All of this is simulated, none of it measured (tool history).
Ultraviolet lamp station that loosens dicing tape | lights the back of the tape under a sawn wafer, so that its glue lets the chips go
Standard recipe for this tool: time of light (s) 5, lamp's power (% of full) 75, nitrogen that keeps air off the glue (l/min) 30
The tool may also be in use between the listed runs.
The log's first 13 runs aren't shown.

run,hour,time of light (s),lamp's power (% of full),nitrogen that keeps air off the glue (l/min),force that peels the tape off (N),light that reached the tape (J/m2)
14,115,5,75,30,0.624,3790
15,127.9,5,96,30,0.37,4800
16,134.9,5,96,30,0.376,4930
17,143.9,5,96,30,0.363,4840
18,153.6,8,95,30,0.185,7840
19,162.2,8,95,30,0.181,7720
20,168,8,95,30,0.176,7770
21,179.2,6,75,30,0.437,4570
22,191.9,6,69,30,0.532,4240
23,205.2,6,69,25,0.57,4250
24,214.1,8,75,39,0.206,6080
25,227.2,8,70,14,0.533,5660
26,233.1,8,70,14,0.557,5710
27,242.6,3,89,57,0.772,2690
28,255.9,3,89,57,0.744,2740
29,265.8,5,75,40,0.486,3820
30,279.5,5,75,40,0.486,3830
31,289.9,5,75,40,0.499,3790

Branching from run 31: 4 alternative next runs. What would each branch give?
A,299.3,5,75,21,?,?
B,299.3,3,97,47,?,?
C,299.3,5,79,59,?,?
D,299.3,2,76,19,?,?

run,force that peels the tape off (N),light that reached the tape (J/m2)
A,0.875,3810
B,0.749,2940
C,0.326,4010
D,3.345,1550
With the hidden condition removed and each run's random variation left untouched, the same runs would have given:
run,force that peels the tape off (N),light that reached the tape (J/m2)
A,0.873,3810
B,0.748,2940
C,0.325,4020
D,3.342,1550

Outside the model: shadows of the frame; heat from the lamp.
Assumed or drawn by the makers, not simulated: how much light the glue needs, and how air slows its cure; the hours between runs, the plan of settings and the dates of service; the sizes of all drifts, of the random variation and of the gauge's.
